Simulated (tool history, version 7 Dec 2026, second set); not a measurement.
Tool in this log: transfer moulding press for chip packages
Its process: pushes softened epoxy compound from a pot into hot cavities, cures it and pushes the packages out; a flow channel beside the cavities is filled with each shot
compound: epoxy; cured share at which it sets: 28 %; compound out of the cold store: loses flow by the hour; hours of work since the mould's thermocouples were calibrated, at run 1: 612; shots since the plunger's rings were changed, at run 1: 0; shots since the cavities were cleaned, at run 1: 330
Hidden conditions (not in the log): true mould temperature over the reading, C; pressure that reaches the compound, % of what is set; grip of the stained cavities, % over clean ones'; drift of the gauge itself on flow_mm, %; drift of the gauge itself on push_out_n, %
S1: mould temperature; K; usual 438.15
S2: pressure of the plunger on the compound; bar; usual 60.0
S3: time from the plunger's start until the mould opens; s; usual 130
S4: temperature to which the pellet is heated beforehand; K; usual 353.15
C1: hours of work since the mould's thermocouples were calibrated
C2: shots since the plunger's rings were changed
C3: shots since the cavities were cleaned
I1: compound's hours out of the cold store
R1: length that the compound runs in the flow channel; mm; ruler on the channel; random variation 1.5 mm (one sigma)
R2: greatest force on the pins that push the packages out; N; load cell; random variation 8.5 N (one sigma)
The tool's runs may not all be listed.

Run 1, hour 0.0: usual settings; C1 612; C2 0; C3 330; I1 26.2. Result: R1 862 mm, R2 407 N.
Run 2, hour 22.0: usual settings; C1 623; C2 156; C3 486; I1 27.2. Result: R1 858 mm, R2 390 N.
Run 3, hour 45.5: usual settings but S3 144 s; C1 634; C2 324; C3 654; I1 43.1. Result: R1 791 mm, R2 331 N.
At hour 54.0: cavities cleaned with cleaning compound and waxed.
Run 4, hour 68.7: usual settings but S3 144 s; C1 644; C2 478; C3 105; I1 35.6. Result: R1 822 mm, R2 328 N.
Run 5, hour 92.4: usual settings but S3 144 s; C1 656; C2 647; C3 274; I1 45.8. Result: R1 782 mm, R2 325 N.
Run 6, hour 115.5: usual settings but S3 144 s; C1 667; C2 811; C3 438; I1 21.8. Result: R1 882 mm, R2 327 N.
At hour 127.1: mould's thermocouples calibrated.
Run 7, hour 147.9: usual settings; C1 10; C2 1028; C3 655; I1 25.6. Result: R1 865 mm, R2 390 N.
At hour 154.4: cavities cleaned with cleaning compound and waxed.
Run 8, hour 174.5: usual settings; C1 22; C2 1206; C3 143; I1 45.2. Result: R1 786 mm, R2 368 N.
Run 9, hour 199.9: usual settings; C1 34; C2 1387; C3 324; I1 18.3. Result: R1 898 mm, R2 391 N.
Run 10, hour 226.5: usual settings but S4 349.15 K; C1 47; C2 1576; C3 513; I1 9.8. Result: R1 938 mm, R2 406 N.
At hour 252.0: cavities cleaned with cleaning compound and waxed.
Run 11, hour 260.3: usual settings but S4 349.15 K; C1 63; C2 1806; C3 59; I1 46.4. Result: R1 778 mm, R2 359 N.
Run 12, hour 293.7: usual settings but S1 441.15 K; C1 79; C2 2044; C3 297; I1 44.6. Result: R1 781 mm, R2 345 N.
Run 13, hour 315.3: usual settings but S1 441.15 K; C1 89; C2 2197; C3 450; I1 8.7. Result: R1 939 mm, R2 340 N.
At hour 350.8: cavities cleaned with cleaning compound and waxed.
Run 14, hour 353.2: usual settings but S1 441.15 K; C1 107; C2 2457; C3 17; I1 31.6. Result: R1 833 mm, R2 346 N.

The next listed run, before its measurement:
Run 15, hour 387.5: usual settings but S1 431.15 K, S2 61.7 bar; C1 123; C2 2701; C3 261; I1 16.9. Result: R1 ?, R2 ?.

Run 15 measured R1 930 mm, R2 613 N.
Take away the tool's hidden state, keep the run-to-run variation as it was, and the same run would have given R1 930 mm, R2 609 N.
